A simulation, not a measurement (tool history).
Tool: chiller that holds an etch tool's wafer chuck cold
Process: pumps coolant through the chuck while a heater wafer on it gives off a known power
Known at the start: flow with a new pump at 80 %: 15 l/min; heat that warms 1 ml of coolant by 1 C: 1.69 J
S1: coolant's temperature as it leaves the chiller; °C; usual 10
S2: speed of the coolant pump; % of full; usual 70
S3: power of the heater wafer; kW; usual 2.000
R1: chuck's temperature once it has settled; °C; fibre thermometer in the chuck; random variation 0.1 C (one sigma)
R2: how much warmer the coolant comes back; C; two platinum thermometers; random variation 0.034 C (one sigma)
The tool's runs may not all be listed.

{"run": 1, "hour": 0.0, "S1": 10, "S2": 70, "S3": 2.0, "R1": 39.0, "R2": 5.48}
{"run": 2, "hour": 69.9, "S1": 10, "S2": 70, "S3": 1.478, "R1": 31.5, "R2": 4.04}
{"run": 3, "hour": 189.4, "S1": 10, "S2": 70, "S3": 1.478, "R1": 31.3, "R2": 4.08}
{"run": 4, "hour": 314.7, "S1": 10, "S2": 70, "S3": 1.478, "R1": 31.8, "R2": 4.09}
{"run": 5, "hour": 398.2, "S1": 10, "S2": 70, "S3": 1.478, "R1": 31.7, "R2": 4.16}
{"run": 6, "hour": 527.3, "S1": 10, "S2": 70, "S3": 1.478, "R1": 31.8, "R2": 4.16}
{"run": 7, "hour": 612.7, "S1": 10, "S2": 70, "S3": 1.478, "R1": 31.8, "R2": 4.07}
{"run": 8, "hour": 722.6, "S1": 10, "S2": 70, "S3": 2.0, "R1": 39.8, "R2": 5.56}
{"run": 9, "hour": 800.1, "S1": 10, "S2": 70, "S3": 2.0, "R1": 39.9, "R2": 5.55}
{"run": 10, "hour": 879.9, "S1": 15, "S2": 70, "S3": 2.0, "R1": 44.8, "R2": 5.62}
{"run": 11, "hour": 973.2, "S1": 15, "S2": 70, "S3": 2.0, "R1": 44.7, "R2": 5.52}
{"run": 12, "hour": 1058.3, "S1": 15, "S2": 70, "S3": 2.0, "R1": 44.7, "R2": 5.6}
{"run": 13, "hour": 1176.6, "S1": 1, "S2": 66, "S3": 1.923, "R1": 30.9, "R2": 5.68}
{"run": 14, "hour": 1304.0, "S1": 1, "S2": 86, "S3": 1.923, "R1": 26.2, "R2": 4.42}
{"run": 15, "hour": 1385.8, "S1": 1, "S2": 86, "S3": 1.923, "R1": 26.2, "R2": 4.34}
{"run": 16, "hour": 1464.9, "S1": 1, "S2": 86, "S3": 1.923, "R1": 26.5, "R2": 4.4}
{"run": 17, "hour": 1550.2, "S1": 1, "S2": 86, "S3": 1.923, "R1": 26.5, "R2": 4.41}
{"run": 18, "hour": 1657.0, "S1": 19, "S2": 90, "S3": 1.246, "R1": 35.1, "R2": 2.7}
{"run": 19, "hour": 1724.5, "S1": 19, "S2": 90, "S3": 1.246, "R1": 35.2, "R2": 2.71}
{"run": 20, "hour": 1843.2, "S1": 10, "S2": 70, "S3": 2.54, "R1": 48.7, "R2": 7.22}
{"run": 21, "hour": 1960.7, "S1": 10, "S2": 70, "S3": 2.54, "R1": 49.1, "R2": 7.2}
{"run": 22, "hour": 2103.9, "S1": 5, "S2": 90, "S3": 2.0, "R1": 31.4, "R2": 4.41}
{"run": 23, "hour": 2172.8, "S1": 10, "S2": 90, "S3": 2.0, "R1": 36.3, "R2": 4.42}
{"run": 24, "hour": 2276.2, "S1": 10, "S2": 90, "S3": 2.0, "R1": 36.6, "R2": 4.42}

Taken out of this log: 1 entry between the listed runs. Where each belongs, and how the hidden state differs across it:
Between runs 9 and 10: chiller's thermometer calibrated (hour 875.6)
  heat passed by the chuck's channels, % of clean ones': 87.7 -> 87.5; flow at a given pump speed, % of a new pump's: 97.5 -> 97.4; coolant's true temperature over the reading, C: 0.28 -> -0.05
  measured less the result without the state, R1: +3.9 -> +3.7 °C; R2: +0.13 -> +0.14 C
